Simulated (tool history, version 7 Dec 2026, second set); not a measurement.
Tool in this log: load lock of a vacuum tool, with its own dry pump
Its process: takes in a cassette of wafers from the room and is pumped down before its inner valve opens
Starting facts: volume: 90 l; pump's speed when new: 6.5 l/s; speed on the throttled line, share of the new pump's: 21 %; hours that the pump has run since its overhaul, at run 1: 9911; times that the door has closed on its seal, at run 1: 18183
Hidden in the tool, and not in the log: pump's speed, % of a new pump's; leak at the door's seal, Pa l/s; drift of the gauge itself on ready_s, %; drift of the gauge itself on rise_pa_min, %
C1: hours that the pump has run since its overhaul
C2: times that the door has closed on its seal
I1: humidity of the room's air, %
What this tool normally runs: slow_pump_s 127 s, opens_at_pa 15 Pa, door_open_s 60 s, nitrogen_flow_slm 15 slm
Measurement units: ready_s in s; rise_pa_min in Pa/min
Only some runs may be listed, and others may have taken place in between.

Run 1, day 0: usual settings; C1 9911; C2 18183; I1 41. Result: ready_s 220.6 s, rise_pa_min 0.029 Pa/min.
Run 2, day 11.625: usual settings but opens_at_pa 10 Pa; C1 10190; C2 19180; I1 44.5. Result: ready_s 228.7 s, rise_pa_min 0.034 Pa/min.
Run 3, day 21.725: usual settings but slow_pump_s 115 s; C1 10432; C2 20047; I1 44.7. Result: ready_s 213.8 s, rise_pa_min 0.032 Pa/min.
Run 4, day 31.758: usual settings but slow_pump_s 115 s; C1 10673; C2 20908; I1 43.2. Result: ready_s 213.5 s, rise_pa_min 0.03 Pa/min.
Run 5, day 37.242: usual settings but slow_pump_s 115 s; C1 10804; C2 21379; I1 43.9. Result: ready_s 211.6 s, rise_pa_min 0.035 Pa/min.
Run 6, day 45.662: usual settings but slow_pump_s 115 s; C1 11006; C2 22102; I1 43.8. Result: ready_s 214.6 s, rise_pa_min 0.034 Pa/min.
Run 7, day 53.125: usual settings but slow_pump_s 115 s; C1 11186; C2 22742; I1 46.4. Result: ready_s 214.7 s, rise_pa_min 0.036 Pa/min.
Run 8, day 66.096: usual settings; C1 11497; C2 23856; I1 43.2. Result: ready_s 220.8 s, rise_pa_min 0.035 Pa/min.
Run 9, day 72.488: usual settings; C1 11650; C2 24404; I1 45.5. Result: ready_s 224.3 s, rise_pa_min 0.03 Pa/min.
Run 10, day 80.25: usual settings; C1 11837; C2 25070; I1 44.1. Result: ready_s 220.7 s, rise_pa_min 0.031 Pa/min.
Run 11, day 87.8: usual settings; C1 12018; C2 25719; I1 47.5. Result: ready_s 222.3 s, rise_pa_min 0.038 Pa/min.
Run 12, day 96.346: usual settings; C1 12223; C2 26452; I1 45.3. Result: ready_s 223.4 s, rise_pa_min 0.031 Pa/min.
Run 13, day 101.612: usual settings but door_open_s 28 s; C1 12349; C2 26904; I1 44.7. Result: ready_s 222 s, rise_pa_min 0.023 Pa/min.
Run 14, day 114.188: usual settings but slow_pump_s 111 s; C1 12651; C2 27983; I1 42.6. Result: ready_s 209.3 s, rise_pa_min 0.037 Pa/min.
Run 15, day 120.633: usual settings but slow_pump_s 111 s; C1 12806; C2 28537; I1 44.1. Result: ready_s 209.7 s, rise_pa_min 0.035 Pa/min.
Run 16, day 130.967: usual settings but slow_pump_s 111 s; C1 13054; C2 29424; I1 45.6. Result: ready_s 210.2 s, rise_pa_min 0.033 Pa/min.
At day 138.733: door's seal changed, seat wiped.
Run 17, day 139.1: usual settings but slow_pump_s 111 s; C1 13247; C2 32; I1 42.9. Result: ready_s 208.8 s, rise_pa_min 0.035 Pa/min.
Run 18, day 150.538: usual settings but slow_pump_s 74 s, opens_at_pa 13 Pa, door_open_s 117 s, nitrogen_flow_slm 20 slm; C1 13522; C2 1013; I1 44.5. Result: ready_s 181.3 s, rise_pa_min 0.039 Pa/min.
Run 19, day 158.708: usual settings but slow_pump_s 204 s, nitrogen_flow_slm 33 slm; C1 13718; C2 1715; I1 44.1. Result: ready_s 282.1 s, rise_pa_min 0.022 Pa/min.
Run 20, day 167.25: usual settings but slow_pump_s 135 s, opens_at_pa 21 Pa, door_open_s 65 s; C1 13923; C2 2448; I1 45.7. Result: ready_s 223.2 s, rise_pa_min 0.038 Pa/min.
Run 21, day 174.421: usual settings but opens_at_pa 17 Pa, door_open_s 35 s; C1 14095; C2 3063; I1 40.8. Result: ready_s 218.3 s, rise_pa_min 0.029 Pa/min.
Run 22, day 181.179: usual settings but opens_at_pa 14 Pa, door_open_s 206 s, nitrogen_flow_slm 36 slm; C1 14257; C2 3643; I1 48. Result: ready_s 225.3 s, rise_pa_min 0.043 Pa/min.
Run 23, day 187.338: usual settings but opens_at_pa 14 Pa, door_open_s 206 s, nitrogen_flow_slm 36 slm; C1 14405; C2 4172; I1 44. Result: ready_s 223.8 s, rise_pa_min 0.034 Pa/min.
Run 24, day 194.871: usual settings but slow_pump_s 132 s, opens_at_pa 18 Pa; C1 14586; C2 4819; I1 46.5. Result: ready_s 223.3 s, rise_pa_min 0.034 Pa/min.
Run 25, day 202.042: usual settings but slow_pump_s 144 s, door_open_s 31 s; C1 14758; C2 5434; I1 47. Result: ready_s 237.3 s, rise_pa_min 0.026 Pa/min.
Run 26, day 209.788: usual settings but slow_pump_s 144 s, door_open_s 25 s; C1 14944; C2 6099; I1 43.8. Result: ready_s 238.1 s, rise_pa_min 0.023 Pa/min.
Run 27, day 216.917: usual settings but slow_pump_s 144 s, opens_at_pa 12 Pa, door_open_s 44 s; C1 15115; C2 6711; I1 45. Result: ready_s 238.4 s, rise_pa_min 0.028 Pa/min.
Run 28, day 225.862: usual settings but slow_pump_s 78 s, opens_at_pa 12 Pa, door_open_s 30 s, nitrogen_flow_slm 16 slm; C1 15330; C2 7479; I1 44.7. Result: ready_s 188.6 s, rise_pa_min 0.028 Pa/min.
Run 29, day 235.346: usual settings but slow_pump_s 118 s, opens_at_pa 11 Pa, door_open_s 35 s, nitrogen_flow_slm 9 slm; C1 15557; C2 8293; I1 48.7. Result: ready_s 219.3 s, rise_pa_min 0.032 Pa/min.

What if the next run were any one of these 4? Each begins from the tool's condition after run 29:
Run A, day 243.846: usual settings but door_open_s 227 s, nitrogen_flow_slm 13 slm; C1 15761; C2 9022; I1 42.8. Result: ready_s ?, rise_pa_min ?.
Run B, day 243.846: usual settings but slow_pump_s 118 s, opens_at_pa 11 Pa, door_open_s 138 s, nitrogen_flow_slm 41 slm; C1 15761; C2 9022; I1 45.2. Result: ready_s ?, rise_pa_min ?.
Run C, day 243.846: usual settings but slow_pump_s 97 s, door_open_s 130 s, nitrogen_flow_slm 6 slm; C1 15761; C2 9022; I1 42.7. Result: ready_s ?, rise_pa_min ?.
Run D, day 243.846: usual settings but door_open_s 32 s; C1 15761; C2 9022; I1 45.6. Result: ready_s ?, rise_pa_min ?.

run  ready_s  rise_pa_min
  A    223.7        0.049
  B    220.5        0.034
  C    200.3        0.047
  D    224.7        0.027
Stripped of hidden state, with their random variation kept, the same runs would have yielded:
run  ready_s  rise_pa_min
  A    223.7        0.049
  B    220.5        0.034
  C    200.2        0.047
  D    224.6        0.027
